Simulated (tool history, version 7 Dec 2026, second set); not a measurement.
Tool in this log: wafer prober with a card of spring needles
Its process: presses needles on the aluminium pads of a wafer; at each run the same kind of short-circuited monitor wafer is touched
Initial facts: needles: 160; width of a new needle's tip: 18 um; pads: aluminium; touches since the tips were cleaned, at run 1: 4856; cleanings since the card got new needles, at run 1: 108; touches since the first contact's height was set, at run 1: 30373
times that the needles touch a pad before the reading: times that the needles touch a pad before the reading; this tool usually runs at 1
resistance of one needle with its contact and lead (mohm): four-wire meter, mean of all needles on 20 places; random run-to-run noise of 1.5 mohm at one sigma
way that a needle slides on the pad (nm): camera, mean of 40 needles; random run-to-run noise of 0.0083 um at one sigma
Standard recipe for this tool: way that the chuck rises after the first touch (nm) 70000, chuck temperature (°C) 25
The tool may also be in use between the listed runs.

| run | hour | way that the chuck rises after the first touch (nm) | chuck temperature (°C) | times that the needles touch a pad before the reading | touches since the tips were cleaned | cleanings since the card got new needles | touches since the first contact's height was set | resistance of one needle with its contact and lead (mohm) | way that a needle slides on the pad (nm) |
|---|---|---|---|---|---|---|---|---|---|
| 1 | 0.0 | 70000 | 25 | 1 | 4856 | 108 | 30373 | 203 | 15941 |
|  | 7.1 | tips cleaned on abrasive film |
|  | 25.6 | tips cleaned on abrasive film |
| 2 | 42.1 | 70000 | 72 | 1 | 7301 | 110 | 48882 | 209 | 15914 |
|  | 45.9 | tips cleaned on abrasive film |
|  | 65.3 | tips cleaned on abrasive film |
|  | 86.1 | tips cleaned on abrasive film |
|  | 86.4 | height of the first contact set anew |
| 3 | 96.6 | 70000 | 72 | 1 | 4497 | 113 | 4497 | 196 | 15956 |
|  | 105.5 | tips cleaned on abrasive film |
|  | 125.8 | tips cleaned on abrasive film |
| 4 | 134.3 | 70000 | 72 | 1 | 3756 | 115 | 21090 | 202 | 15957 |
|  | 146.0 | tips cleaned on abrasive film |
|  | 164.6 | tips cleaned on abrasive film |
| 5 | 170.6 | 70000 | 72 | 1 | 2617 | 117 | 37000 | 188 | 15927 |
|  | 183.6 | tips cleaned on abrasive film |
|  | 204.3 | tips cleaned on abrasive film |
| 6 | 204.8 | 70000 | 25 | 1 | 212 | 119 | 52030 | 144 | 15904 |
|  | 224.3 | tips cleaned on abrasive film |
|  | 241.5 | height of the first contact set anew |
|  | 245.1 | tips cleaned on abrasive film |
| 7 | 251.8 | 70000 | 25 | 2 | 2960 | 121 | 4474 | 166 | 15942 |
|  | 265.2 | tips cleaned on abrasive film |
|  | 285.6 | tips cleaned on abrasive film |
| 8 | 287.1 | 70000 | 25 | 2 | 635 | 123 | 19982 | 142 | 15921 |
|  | 306.8 | tips cleaned on abrasive film |
| 9 | 316.4 | 70000 | 25 | 2 | 4228 | 124 | 32875 | 171 | 15907 |
|  | 327.5 | tips cleaned on abrasive film |
|  | 348.8 | tips cleaned on abrasive film |
| 10 | 357.3 | 70000 | 25 | 1 | 3759 | 126 | 50878 | 188 | 15909 |
|  | 368.2 | tips cleaned on abrasive film |
|  | 390.2 | tips cleaned on abrasive film |
|  | 399.4 | height of the first contact set anew |
|  | 410.2 | tips cleaned on abrasive film |
| 11 | 417.6 | 70000 | 25 | 1 | 3267 | 129 | 7977 | 181 | 15937 |
|  | 428.3 | tips cleaned on abrasive film |
|  | 447.2 | tips cleaned on abrasive film |
| 12 | 453.2 | 70000 | 25 | 1 | 2640 | 131 | 23618 | 180 | 15928 |
|  | 469.3 | tips cleaned on abrasive film |
|  | 487.2 | tips cleaned on abrasive film |
|  | 507.2 | tips cleaned on abrasive film |
| 13 | 508.0 | 70000 | 25 | 1 | 353 | 134 | 47679 | 154 | 15897 |
|  | 528.0 | tips cleaned on abrasive film |
|  | 546.0 | tips cleaned on abrasive film |
| 14 | 548.1 | 70000 | 25 | 1 | 936 | 136 | 65323 | 156 | 15885 |
|  | 556.0 | height of the first contact set anew |
|  | 567.4 | tips cleaned on abrasive film |
| 15 | 578.7 | 70000 | 25 | 1 | 4966 | 137 | 9962 | 199 | 15953 |
|  | 587.6 | tips cleaned on abrasive film |
|  | 608.0 | tips cleaned on abrasive film |
| 16 | 623.7 | 57000 | 85 | 3 | 6918 | 139 | 29738 | 183 | 12968 |
|  | 627.4 | tips cleaned on abrasive film |
|  | 647.2 | tips cleaned on abrasive film |
| 17 | 653.8 | 65000 | 31 | 1 | 2944 | 141 | 42979 | 195 | 14768 |
|  | 666.8 | tips cleaned on abrasive film |
|  | 685.6 | tips cleaned on abrasive film |
|  | 704.3 | tips cleaned on abrasive film |
| 18 | 704.8 | 65000 | 31 | 1 | 218 | 144 | 65369 | 144 | 14759 |
|  | 712.5 | height of the first contact set anew |
|  | 723.8 | tips cleaned on abrasive film |
|  | 743.6 | tips cleaned on abrasive film |
|  | 761.5 | tips cleaned on abrasive film |
| 19 | 769.0 | 65000 | 31 | 1 | 3305 | 147 | 24807 | 195 | 14777 |
|  | 782.4 | tips cleaned on abrasive film |
|  | 801.7 | tips cleaned on abrasive film |
| 20 | 801.7 | 55000 | 25 | 1 | 38 | 149 | 39199 | 154 | 12490 |
|  | 821.0 | tips cleaned on abrasive film |
|  | 840.0 | tips cleaned on abrasive film |
| 21 | 840.0 | 70000 | 87 | 1 | 0 | 151 | 56020 | 149 | 15890 |
|  | 860.9 | tips cleaned on abrasive film |
|  | 869.4 | height of the first contact set anew |
|  | 882.3 | tips cleaned on abrasive film |
| 22 | 886.2 | 65000 | 25 | 2 | 1734 | 153 | 7370 | 158 | 14794 |
|  | 902.9 | tips cleaned on abrasive film |
|  | 923.5 | tips cleaned on abrasive film |
| 23 | 923.6 | 74000 | 31 | 1 | 30 | 155 | 23804 | 144 | 16835 |
|  | 942.6 | tips cleaned on abrasive film |
| 24 | 957.7 | 74000 | 31 | 1 | 6696 | 156 | 38831 | 204 | 16829 |
|  | 960.6 | tips cleaned on abrasive film |
|  | 981.6 | tips cleaned on abrasive film |
| 25 | 992.6 | 86000 | 81 | 1 | 4877 | 158 | 54138 | 189 | 19545 |
|  | 1001.6 | tips cleaned on abrasive film |
|  | 1022.1 | tips cleaned on abrasive film |
|  | 1026.0 | height of the first contact set anew |
|  | 1042.2 | tips cleaned on abrasive film |
| 26 | 1044.8 | 78000 | 25 | 2 | 1149 | 161 | 8262 | 148 | 17767 |
|  | 1061.2 | tips cleaned on abrasive film |
|  | 1079.1 | tips cleaned on abrasive film |
| 27 | 1096.8 | 78000 | 25 | 2 | 7790 | 163 | 31129 | 175 | 17746 |
|  | 1101.3 | tips cleaned on abrasive film |
|  | 1119.8 | tips cleaned on abrasive film |
|  | 1137.7 | tips cleaned on abrasive film |
|  | 1156.9 | tips cleaned on abrasive film |
| 28 | 1156.9 | 85000 | 60 | 1 | 0 | 167 | 57527 | 140 | 19305 |
|  | 1176.8 | tips cleaned on abrasive film |
|  | 1184.4 | height of the first contact set anew |
|  | 1199.3 | tips cleaned on abrasive film |
|  | 1217.7 | tips cleaned on abrasive film |
| 29 | 1217.7 | 85000 | 60 | 1 | 0 | 170 | 14639 | 141 | 19361 |

4 options for the next run, each taken on its own from the tool as it stands now. Forecast them:
|  | 1237.2 | tips cleaned on abrasive film |
|  | 1257.0 | tips cleaned on abrasive film |
| A | 1270.7 | 64000 | 121 | 1 | 6044 | 172 | 37917 | ? | ? |
|  | 1237.2 | tips cleaned on abrasive film |
|  | 1257.0 | tips cleaned on abrasive film |
| B | 1270.7 | 59000 | 62 | 1 | 6044 | 172 | 37917 | ? | ? |
|  | 1237.2 | tips cleaned on abrasive film |
|  | 1257.0 | tips cleaned on abrasive film |
| C | 1270.7 | 85000 | 26 | 1 | 6044 | 172 | 37917 | ? | ? |
|  | 1237.2 | tips cleaned on abrasive film |
|  | 1257.0 | tips cleaned on abrasive film |
| D | 1270.7 | 70000 | 42 | 1 | 6044 | 172 | 37917 | ? | ? |

| run | resistance of one needle with its contact and lead (mohm) | way that a needle slides on the pad (nm) |
|---|---|---|
| A | 233 | 14551 |
| B | 245 | 13416 |
| C | 194 | 19340 |
| D | 218 | 15926 |
Without the tool's unlogged condition, the same runs would have read:
| run | resistance of one needle with its contact and lead (mohm) | way that a needle slides on the pad (nm) |
|---|---|---|
| A | 149 | 14584 |
| B | 140 | 13449 |
| C | 134 | 19373 |
| D | 136 | 15958 |
